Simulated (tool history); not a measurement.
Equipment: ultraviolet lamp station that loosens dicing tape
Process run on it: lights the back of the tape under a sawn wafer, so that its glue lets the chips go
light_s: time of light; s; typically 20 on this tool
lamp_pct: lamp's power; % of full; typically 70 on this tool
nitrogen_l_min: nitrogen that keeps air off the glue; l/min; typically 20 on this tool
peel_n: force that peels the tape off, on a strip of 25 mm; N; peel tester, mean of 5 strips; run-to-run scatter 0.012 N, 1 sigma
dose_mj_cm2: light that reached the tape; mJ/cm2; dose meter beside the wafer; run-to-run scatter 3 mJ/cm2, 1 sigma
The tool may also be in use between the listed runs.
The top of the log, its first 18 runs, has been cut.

run,hour,light_s,lamp_pct,nitrogen_l_min,peel_n,dose_mj_cm2
19,929.4,20,70,20,0.639,410
20,968.5,20,70,20,0.673,405
21,1025.2,20,70,20,0.667,400
22,1066.2,20,70,20,0.694,391
23,1112.0,20,70,20,0.736,386
24,1179.3,12,60,38,1.641,190
25,1248.1,12,60,38,1.685,190
# hour 1286.3: window cleaned of glue's vapour
26,1298.7,20,70,7,1.289,417
27,1344.3,18,76,8,1.267,403
28,1380.8,20,70,40,0.431,407
29,1428.4,20,70,40,0.447,402
30,1485.1,19,70,20,0.785,379
31,1550.3,21,94,24,0.325,550
32,1607.4,20,86,11,0.765,474
33,1675.9,33,68,24,0.270,599
34,1712.8,27,70,37,0.291,500
35,1785.5,27,70,37,0.299,495
36,1825.1,27,70,37,0.315,487
37,1895.4,27,70,37,0.316,471
38,1957.0,27,70,37,0.347,471
39,2017.4,20,90,13,0.792,439
40,2052.8,26,70,20,0.572,436
41,2083.3,29,76,20,0.389,521
42,2131.0,29,76,20,0.413,514

5 options for the next run, each taken on its own from the tool as it stands now. Forecast them:
A,2163.4,29,80,32,?,?
B,2163.4,29,88,20,?,?
C,2163.4,29,65,20,?,?
D,2163.4,12,79,38,?,?
E,2163.4,29,79,20,?,?

run,peel_n,dose_mj_cm2
A,0.270,542
B,0.319,594
C,0.568,439
D,1.399,219
E,0.406,528
With no hidden state in the tool, these same runs would have given:
run,peel_n,dose_mj_cm2
A,0.178,756
B,0.201,831
C,0.293,613
D,0.787,306
E,0.233,738
